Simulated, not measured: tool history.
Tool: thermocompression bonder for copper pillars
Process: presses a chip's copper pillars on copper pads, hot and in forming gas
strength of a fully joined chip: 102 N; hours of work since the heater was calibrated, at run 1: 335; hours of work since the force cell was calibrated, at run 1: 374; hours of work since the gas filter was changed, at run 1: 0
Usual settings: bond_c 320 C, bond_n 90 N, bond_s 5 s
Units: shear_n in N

run	hour	bond_c	bond_n	bond_s	hours of work since the heater was calibrated	hours of work since the force cell was calibrated	hours of work since the gas filter was changed	shear_n
1	0	320	90	5	335	374	0	49.2
2	37.7	320	90	8	350	389	15	57.1
3	77.8	320	90	5	367	405	31	48.4
4	116.2	320	90	5	382	421	47	47.8
5	154	320	90	5	397	436	62	48
6	183.1	320	90	5	409	448	74	49.1
7	213.4	320	90	5	421	460	86	48.5
8	255.2	320	100	5	438	477	103	50.7
9	324.2	320	90	9	466	505	131	60.1
10	377.8	320	90	9	488	526	152	57.8
11	440.2	320	90	9	513	551	177	58.7
12	505	320	90	9	539	577	203	58.4
13	553	320	63	5	558	597	223	39.3
14	619.5	290	63	5	585	623	250	27.2
15	648.6	290	63	4	597	635	261	26.2
# hour 655.3: forming gas filter changed
16	694.7	290	63	4	615	654	16	25.8
17	741.8	312	84	6	634	673	35	45.1
18	783.8	312	84	6	651	690	52	46.7
19	833.8	318	118	6	671	710	72	60.2
# hour 863.5: force cell calibrated
20	888.3	321	132	9	692	10	93	72.2
21	934.8	321	132	9	711	29	112	71.2
22	994.2	323	114	8	735	53	136	64.5
23	1059.4	325	109	5	761	79	162	56.2
# hour 1083.4: heater calibrated with a thermocouple chip
24	1118.7	313	109	13	14	102	185	69.2
25	1181.8	311	69	12	40	127	211	52.6
26	1253.3	342	111	4	68	156	240	59.3
27	1295.9	320	114	14	86	173	257	74.2
# hour 1316: forming gas filter changed
28	1355.9	320	114	14	110	197	16	75.3
29	1387.5	317	90	3	122	210	29	40

Forecast each of these 4 alternatives for the next run:
A	1454	317	90	4	149	237	56	?
B	1454	317	66	3	149	237	56	?
C	1454	344	90	5	149	237	56	?
D	1454	317	90	3	149	237	56	?

run	shear_n
A	43
B	31.4
C	58.6
D	37.9
Without the tool's hidden state the same runs would have given:
run	shear_n
A	43
B	31.4
C	58.7
D	38
